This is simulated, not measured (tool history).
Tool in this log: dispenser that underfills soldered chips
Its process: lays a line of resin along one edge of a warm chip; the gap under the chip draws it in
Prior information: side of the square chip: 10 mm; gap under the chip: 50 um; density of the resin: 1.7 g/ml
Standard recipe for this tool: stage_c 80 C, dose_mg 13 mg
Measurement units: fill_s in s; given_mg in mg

Run 1, hour 0: usual settings. Result: fill_s 67.6 s, given_mg 12.17 mg.
Run 2, hour 4.2: usual settings. Result: fill_s 85.1 s, given_mg 12.26 mg.
Run 3, hour 9.4: usual settings. Result: fill_s 108.1 s, given_mg 12.18 mg.
At hour 12.5: new syringe of resin.
Run 4, hour 12.5: usual settings. Result: fill_s 62.7 s, given_mg 12.25 mg.
Run 5, hour 17.9: usual settings but dose_mg 11.4 mg. Result: fill_s 85.6 s, given_mg 10.65 mg.
Run 6, hour 22.2: usual settings but dose_mg 11.4 mg. Result: fill_s 106.4 s, given_mg 10.53 mg.
At hour 26.2: new syringe of resin.
Run 7, hour 26.8: usual settings but dose_mg 11.4 mg. Result: fill_s 67.1 s, given_mg 10.52 mg.
Run 8, hour 30.4: usual settings but dose_mg 11.4 mg. Result: fill_s 79.6 s, given_mg 10.54 mg.
At hour 34.5: dispensing valve cleaned and set on the balance.
Run 9, hour 35.8: usual settings but stage_c 79 C. Result: fill_s 98.2 s, given_mg 12.96 mg.
Run 10, hour 40.2: usual settings but stage_c 79 C. Result: fill_s 124 s, given_mg 12.88 mg.
At hour 41.1: new syringe of resin.
Run 11, hour 43.5: usual settings. Result: fill_s 70.7 s, given_mg 12.98 mg.
Run 12, hour 48.2: usual settings. Result: fill_s 88.8 s, given_mg 12.8 mg.
Run 13, hour 52.3: usual settings but stage_c 75 C. Result: fill_s 127.3 s, given_mg 12.84 mg.
At hour 54.9: new syringe of resin.
Run 14, hour 58.8: usual settings. Result: fill_s 75.8 s, given_mg 12.76 mg.
Run 15, hour 61.7: usual settings. Result: fill_s 87 s, given_mg 12.63 mg.
Run 16, hour 66.3: usual settings. Result: fill_s 110.3 s, given_mg 12.86 mg.
At hour 68.7: new syringe of resin.
Run 17, hour 70.8: usual settings. Result: fill_s 70.3 s, given_mg 12.66 mg.
Run 18, hour 75.4: usual settings. Result: fill_s 88.9 s, given_mg 12.75 mg.
Run 19, hour 79.6: usual settings. Result: fill_s 109.6 s, given_mg 12.52 mg.
At hour 82.4: new syringe of resin.
Run 20, hour 83.2: usual settings. Result: fill_s 62.7 s, given_mg 12.63 mg.
Run 21, hour 89.2: usual settings. Result: fill_s 87.9 s, given_mg 12.44 mg.
Run 22, hour 93.6: usual settings but stage_c 65 C, dose_mg 12.7 mg. Result: fill_s 169.4 s, given_mg 12.14 mg.
At hour 95.9: new syringe of resin.
Run 23, hour 98.4: usual settings but stage_c 71 C, dose_mg 15.2 mg. Result: fill_s 90.9 s, given_mg 14.66 mg.
Run 24, hour 101.9: usual settings but stage_c 88 C, dose_mg 15.2 mg. Result: fill_s 67.9 s, given_mg 14.45 mg.
Run 25, hour 107.9: usual settings but stage_c 88 C, dose_mg 15.2 mg. Result: fill_s 91.1 s, given_mg 14.44 mg.
At hour 109.5: new syringe of resin.
Run 26, hour 110.8: usual settings but stage_c 78 C, dose_mg 11.6 mg. Result: fill_s 72.4 s, given_mg 11.07 mg.
Run 27, hour 113.8: usual settings but stage_c 78 C, dose_mg 16.9 mg. Result: fill_s 81 s, given_mg 16.13 mg.
Run 28, hour 118.2: usual settings but stage_c 78 C, dose_mg 16.9 mg. Result: fill_s 102 s, given_mg 15.96 mg.
Run 29, hour 122.3: usual settings but stage_c 91 C, dose_mg 13.2 mg. Result: fill_s 88 s, given_mg 12.6 mg.
At hour 123.1: new syringe of resin.
Run 30, hour 126.2: usual settings but stage_c 91 C, dose_mg 12.5 mg. Result: fill_s 54.4 s, given_mg 11.77 mg.
Run 31, hour 130.2: usual settings but stage_c 85 C, dose_mg 16 mg. Result: fill_s 75.8 s, given_mg 15.06 mg.
Run 32, hour 135.7: usual settings but dose_mg 15.1 mg. Result: fill_s 115.4 s, given_mg 14.08 mg.
At hour 136.7: new syringe of resin.
Run 33, hour 141.3: usual settings but stage_c 76 C, dose_mg 12.4 mg. Result: fill_s 91.4 s, given_mg 11.47 mg.
Run 34, hour 146.7: usual settings but stage_c 76 C, dose_mg 12.4 mg. Result: fill_s 118.5 s, given_mg 11.54 mg.
At hour 150.3: new syringe of resin.
Run 35, hour 152.4: usual settings but stage_c 90 C, dose_mg 11.1 mg. Result: fill_s 56.2 s, given_mg 10.23 mg.

Per-run results on a tool with no hidden state, each run keeping its own random variation:
What the log doesn't record here: resin's viscosity, % of fresh resin's; dose that the valve gives, % of what is set; true chip temperature over the reading, C; drift of the gauge itself on fill_s, %; drift of the gauge itself on given_mg, %.
run  fill_s  given_mg
  1    62.6     12.88
  2    63.8        13
  3    62.2     12.97
  4    62.6     13.07
  5    64.3     11.41
  6      64     11.32
  7    63.8     11.35
  8    63.2      11.4
  9    63.7     12.98
 10    64.4     12.94
 11    63.3     13.06
 12    62.3     12.92
 13    72.6        13
 14    62.6     12.97
 15      62     12.86
 16    62.3     13.14
 17    62.9     12.96
 18    62.7      13.1
 19    62.6      12.9
 20      62     13.04
 21      64     12.91
 22    98.7     12.64
 23      80     15.31
 24    50.1     15.12
 25    49.7     15.17
 26    67.2     11.66
 27    65.5     17.02
 28    65.9      16.9
 29    45.5     13.38
 30    46.3     12.53
 31    53.3     16.07
 32      61     15.09
 33      72     12.35
 34    71.2     12.46
 35    49.9     11.09
